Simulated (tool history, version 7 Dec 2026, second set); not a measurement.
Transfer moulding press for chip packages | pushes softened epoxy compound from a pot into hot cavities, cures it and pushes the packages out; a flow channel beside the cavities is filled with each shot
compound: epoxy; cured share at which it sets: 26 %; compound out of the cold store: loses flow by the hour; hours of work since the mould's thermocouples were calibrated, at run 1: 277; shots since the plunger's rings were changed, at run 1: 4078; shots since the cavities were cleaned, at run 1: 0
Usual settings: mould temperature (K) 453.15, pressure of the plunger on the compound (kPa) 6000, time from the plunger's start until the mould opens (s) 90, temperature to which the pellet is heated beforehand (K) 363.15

| run | hour | mould temperature (K) | pressure of the plunger on the compound (kPa) | time from the plunger's start until the mould opens (s) | temperature to which the pellet is heated beforehand (K) | hours of work since the mould's thermocouples were calibrated | shots since the plunger's rings were changed | shots since the cavities were cleaned | incoming compound's hours out of the cold store | length that the compound runs in the flow channel (mm) | greatest force on the pins that push the packages out (N) |
|---|---|---|---|---|---|---|---|---|---|---|---|
| 1 | 0.0 | 453.15 | 6000 | 90 | 363.15 | 277 | 4078 | 0 | 11.9 | 620 | 519 |
| 2 | 38.6 | 453.15 | 6000 | 111 | 363.15 | 306 | 4610 | 532 | 37.8 | 566 | 414 |
|  | 81.6 | cavities cleaned with cleaning compound and waxed |
| 3 | 81.9 | 453.15 | 6000 | 111 | 363.15 | 337 | 5187 | 4 | 28.8 | 581 | 406 |
| 4 | 115.5 | 453.15 | 6000 | 107 | 363.15 | 361 | 5650 | 467 | 8.5 | 629 | 439 |
| 5 | 158.9 | 453.15 | 5840 | 107 | 363.15 | 394 | 6250 | 1067 | 18.6 | 601 | 439 |
|  | 162.6 | cavities cleaned with cleaning compound and waxed |
| 6 | 189.8 | 453.15 | 5840 | 107 | 363.15 | 415 | 6656 | 375 | 29.3 | 574 | 429 |
|  | 194.8 | plunger's sealing rings changed |
| 7 | 236.6 | 453.15 | 5840 | 107 | 363.15 | 448 | 577 | 986 | 14.8 | 604 | 435 |
|  | 246.8 | cavities cleaned with cleaning compound and waxed |
| 8 | 277.5 | 453.15 | 5840 | 107 | 363.15 | 477 | 1121 | 423 | 36.2 | 562 | 426 |
| 9 | 325.1 | 453.15 | 5840 | 107 | 363.15 | 513 | 1777 | 1079 | 42.5 | 543 | 420 |
|  | 329.2 | cavities cleaned with cleaning compound and waxed |
| 10 | 355.5 | 453.15 | 5840 | 107 | 363.15 | 534 | 2177 | 364 | 27.6 | 579 | 415 |
| 11 | 407.8 | 453.15 | 6000 | 90 | 363.15 | 573 | 2898 | 1085 | 10.6 | 625 | 554 |
|  | 413.2 | cavities cleaned with cleaning compound and waxed |
|  | 423.7 | mould's thermocouples calibrated |
| 12 | 443.6 | 453.15 | 6000 | 90 | 363.15 | 15 | 3343 | 391 | 16.7 | 603 | 556 |
| 13 | 480.1 | 453.15 | 6000 | 90 | 363.15 | 42 | 3848 | 896 | 41.2 | 558 | 529 |
|  | 497.7 | cavities cleaned with cleaning compound and waxed |
| 14 | 520.7 | 453.15 | 6000 | 90 | 363.15 | 71 | 4387 | 317 | 12.7 | 620 | 551 |
| 15 | 557.0 | 453.15 | 6550 | 90 | 361.15 | 98 | 4888 | 818 | 26.0 | 611 | 536 |

Forecast run 16:
|  | 578.8 | cavities cleaned with cleaning compound and waxed |
| 16 | 593.1 | 457.15 | 5650 | 79 | 365.15 | 123 | 5366 | 199 | 44.5 | ? | ? |

{"run 16": {"length that the compound runs in the flow channel (mm)": 522, "greatest force on the pins that push the packages out (N)": 509}}
Without the tool's hidden state the same run would have given length that the compound runs in the flow channel (mm) 522, greatest force on the pins that push the packages out (N) 506.
